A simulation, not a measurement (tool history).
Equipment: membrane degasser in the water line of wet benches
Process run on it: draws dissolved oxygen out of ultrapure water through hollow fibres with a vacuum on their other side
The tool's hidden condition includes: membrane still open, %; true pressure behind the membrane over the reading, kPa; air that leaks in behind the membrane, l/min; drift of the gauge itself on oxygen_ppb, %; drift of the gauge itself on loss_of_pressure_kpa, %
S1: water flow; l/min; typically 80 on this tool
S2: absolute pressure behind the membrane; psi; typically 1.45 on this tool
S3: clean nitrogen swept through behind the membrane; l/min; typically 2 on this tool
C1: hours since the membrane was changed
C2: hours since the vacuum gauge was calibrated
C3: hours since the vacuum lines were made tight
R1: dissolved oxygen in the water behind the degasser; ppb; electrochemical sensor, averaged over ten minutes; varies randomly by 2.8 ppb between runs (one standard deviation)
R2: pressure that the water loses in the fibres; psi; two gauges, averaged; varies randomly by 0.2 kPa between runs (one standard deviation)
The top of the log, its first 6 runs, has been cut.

{"run": 7, "hour": 247.9, "S1": 80, "S2": 1.45, "S3": 0.81, "C1": 1893, "C2": 2942, "C3": 9977, "R1": 995.8, "R2": 6.453}
{"run": 8, "hour": 306.6, "S1": 80, "S2": 1.45, "S3": 0.81, "C1": 1952, "C2": 3001, "C3": 10035, "R1": 998.5, "R2": 6.422}
{"run": 9, "hour": 339.6, "S1": 80, "S2": 3.42, "S3": 2, "C1": 1985, "C2": 3034, "C3": 10068, "R1": 1438.3, "R2": 6.49}
{"run": 10, "hour": 370.6, "S1": 80, "S2": 3.42, "S3": 0.99, "C1": 2016, "C2": 3065, "C3": 10099, "R1": 2226.9, "R2": 6.483}
{"run": 11, "hour": 395.7, "S1": 80, "S2": 3.42, "S3": 0.99, "C1": 2041, "C2": 3090, "C3": 10125, "R1": 2211.8, "R2": 6.49}
{"run": 12, "hour": 433.5, "S1": 80, "S2": 3.42, "S3": 0.99, "C1": 2079, "C2": 3128, "C3": 10162, "R1": 2237, "R2": 6.485}
{"run": 13, "hour": 489.5, "S1": 80, "S2": 1.45, "S3": 2, "C1": 2135, "C2": 3184, "C3": 10218, "R1": 555.6, "R2": 6.499}
{"run": 14, "hour": 530.5, "S1": 80, "S2": 1.45, "S3": 2, "C1": 2176, "C2": 3225, "C3": 10259, "R1": 552.7, "R2": 6.495}
{"run": 15, "hour": 581.0, "S1": 80, "S2": 1.17, "S3": 2, "C1": 2226, "C2": 3275, "C3": 10310, "R1": 413.6, "R2": 6.443}
{"run": 16, "hour": 628.6, "S1": 80, "S2": 1.45, "S3": 2, "C1": 2274, "C2": 3323, "C3": 10357, "R1": 552.8, "R2": 6.466}
{"run": 17, "hour": 654.2, "S1": 81, "S2": 1.1, "S3": 1.89, "C1": 2299, "C2": 3348, "C3": 10383, "R1": 400.4, "R2": 6.576}

Predict the results of run 18:
{"run": 18, "hour": 697.6, "S1": 81, "S2": 1.1, "S3": 1.89, "C1": 2343, "C2": 3392, "C3": 10426, "R1": "?", "R2": "?"}

Run 18 measured R1 398.4 ppb, R2 6.579 psi.
Take away the tool's hidden state, keep the run-to-run variation as it was, and the same run would have given R1 387.3 ppb, R2 6.476 psi.
